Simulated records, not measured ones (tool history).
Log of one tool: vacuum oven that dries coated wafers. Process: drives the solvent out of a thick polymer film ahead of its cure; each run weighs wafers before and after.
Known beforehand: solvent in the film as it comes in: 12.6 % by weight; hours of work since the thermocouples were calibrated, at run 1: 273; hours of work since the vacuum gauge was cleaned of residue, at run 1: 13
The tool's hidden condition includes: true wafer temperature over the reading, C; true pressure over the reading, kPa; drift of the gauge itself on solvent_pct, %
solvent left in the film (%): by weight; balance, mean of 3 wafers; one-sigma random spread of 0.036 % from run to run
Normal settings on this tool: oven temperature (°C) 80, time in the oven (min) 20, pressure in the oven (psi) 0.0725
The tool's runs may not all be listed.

run	hour	oven temperature (°C)	time in the oven (min)	pressure in the oven (psi)	hours of work since the thermocouples were calibrated	hours of work since the vacuum gauge was cleaned of residue	solvent left in the film (%)
1	0.0	80	20	0.0725	273	13	1.04
2	73.0	80	20	0.0725	308	47	1.02
3	135.2	80	28	0.0725	338	77	0.54
4	221.8	80	13	0.0725	379	118	2.18
5	316.9	80	13	0.0725	424	163	2.17
6	411.4	80	13	0.0725	469	208	2.19
7	488.9	80	13	0.0725	505	245	2.24
8	546.0	80	20	0.0725	532	272	1.09
9	597.4	80	20	0.0725	557	296	1.06
10	651.0	80	20	0.0725	582	321	1.05
11	728.6	80	20	0.0725	619	358	1.09
# hour 738.0: vacuum gauge cleaned of residue and calibrated
12	806.6	77	20	0.0725	655	33	1.52
13	894.4	77	20	0.0725	697	74	1.51
14	940.5	77	20	0.0725	719	96	1.51
15	1029.8	77	20	0.0725	761	138	1.60
# hour 1070.8: oven's thermocouples calibrated
16	1104.3	77	20	0.0725	16	173	1.39
# hour 1137.1: vacuum gauge cleaned of residue and calibrated, once more
17	1163.4	80	20	0.0725	43	12	1.00
18	1260.7	80	20	0.0725	89	59	0.98
19	1339.7	80	20	0.0725	127	96	1.00
20	1381.0	80	20	0.0725	146	116	0.98
21	1452.3	80	20	0.0725	180	149	1.02
22	1493.6	91	32	0.2051	200	169	0.47
23	1570.5	74	32	0.2753	236	206	1.50
24	1649.6	74	32	0.2299	274	243	1.38
25	1727.0	74	32	0.2299	311	280	1.39
26	1807.5	74	32	0.2299	349	318	1.47
27	1850.5	95	20	0.2118	369	338	0.50
28	1910.5	87	28	0.1575	398	367	0.55
29	2004.7	80	17	0.1469	442	412	1.61
30	2074.9	80	17	0.1469	476	445	1.69
31	2161.7	80	17	0.0442	517	486	1.39
32	2203.1	80	23	0.1867	536	506	1.13
33	2287.6	80	25	0.1091	576	546	0.83
34	2384.8	80	25	0.1091	623	592	0.88
35	2426.2	78	22	0.0725	642	611	1.17
36	2476.9	78	22	0.1917	666	636	1.57
37	2521.0	88	27	0.0725	687	656	0.31

What does the tool deliver on the next run?
38	2618.9	73	14	0.2303	734	703	?

solvent left in the film (%): 3.75
Without the tool's hidden state the same run would have given solvent left in the film (%) 3.51.
